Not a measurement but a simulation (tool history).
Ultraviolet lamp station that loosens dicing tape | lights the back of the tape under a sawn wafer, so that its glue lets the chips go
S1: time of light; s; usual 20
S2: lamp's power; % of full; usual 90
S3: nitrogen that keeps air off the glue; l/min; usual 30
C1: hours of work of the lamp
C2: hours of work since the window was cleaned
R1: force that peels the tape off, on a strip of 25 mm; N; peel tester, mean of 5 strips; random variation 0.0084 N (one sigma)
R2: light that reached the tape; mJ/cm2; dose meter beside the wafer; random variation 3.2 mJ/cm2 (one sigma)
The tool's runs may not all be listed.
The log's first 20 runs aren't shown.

run 21 day=24.246 | S1=20 S2=89 S3=12 | C1=638 C2=436 | R1=0.583 R2=499
run 22 day=25.492 | S1=11 S2=91 S3=38 | C1=660 C2=458 | R1=0.735 R2=278
run 23 day=26.929 | S1=11 S2=91 S3=38 | C1=685 C2=484 | R1=0.699 R2=281
run 24 day=28.562 | S1=11 S2=77 S3=14 | C1=714 C2=513 | R1=1.245 R2=238
-- day=29.308 window cleaned of glue's vapour
run 25 day=29.896 | S1=20 S2=88 S3=30 | C1=738 C2=10 | R1=0.357 R2=502
run 26 day=30.875 | S1=20 S2=73 S3=17 | C1=755 C2=28 | R1=0.605 R2=408
run 27 day=31.892 | S1=18 S2=93 S3=17 | C1=773 C2=46 | R1=0.491 R2=474
run 28 day=32.979 | S1=18 S2=93 S3=17 | C1=792 C2=65 | R1=0.494 R2=467
run 29 day=34.192 | S1=34 S2=77 S3=19 | C1=814 C2=86 | R1=0.251 R2=735
run 30 day=35.050 | S1=12 S2=77 S3=30 | C1=829 C2=102 | R1=0.832 R2=260
run 31 day=36.138 | S1=12 S2=80 S3=30 | C1=848 C2=121 | R1=0.817 R2=270
run 32 day=37.908 | S1=12 S2=80 S3=30 | C1=880 C2=152 | R1=0.810 R2=269
run 33 day=39.483 | S1=20 S2=83 S3=30 | C1=907 C2=180 | R1=0.382 R2=459
run 34 day=41.050 | S1=20 S2=83 S3=30 | C1=935 C2=208 | R1=0.391 R2=466
run 35 day=42.288 | S1=20 S2=83 S3=30 | C1=957 C2=230 | R1=0.380 R2=459
run 36 day=43.833 | S1=20 S2=83 S3=40 | C1=985 C2=257 | R1=0.323 R2=464
run 37 day=44.933 | S1=20 S2=92 S3=44 | C1=1004 C2=277 | R1=0.275 R2=515
run 38 day=45.921 | S1=24 S2=90 S3=34 | C1=1021 C2=294 | R1=0.238 R2=602
run 39 day=46.879 | S1=14 S2=67 S3=30 | C1=1038 C2=311 | R1=0.865 R2=262
run 40 day=48.083 | S1=14 S2=67 S3=30 | C1=1060 C2=333 | R1=0.838 R2=265

4 ways to go on from here, each from the tool as it stands after run 40. What would each give?
run A day=49.354 | S1=38 S2=95 S3=41 | C1=1082 C2=355 | R1=? R2=?
run B day=49.354 | S1=32 S2=72 S3=10 | C1=1082 C2=355 | R1=? R2=?
run C day=49.354 | S1=20 S2=90 S3=20 | C1=1082 C2=355 | R1=? R2=?
run D day=49.354 | S1=29 S2=68 S3=40 | C1=1082 C2=355 | R1=? R2=?

run=A R1=0.170 R2=1002
run=B R1=0.433 R2=643
run=C R1=0.431 R2=505
run=D R1=0.240 R2=553
Without the tool's hidden state the same runs would have given:
run=A R1=0.170 R2=1005
run=B R1=0.431 R2=645
run=C R1=0.429 R2=506
run=D R1=0.239 R2=555
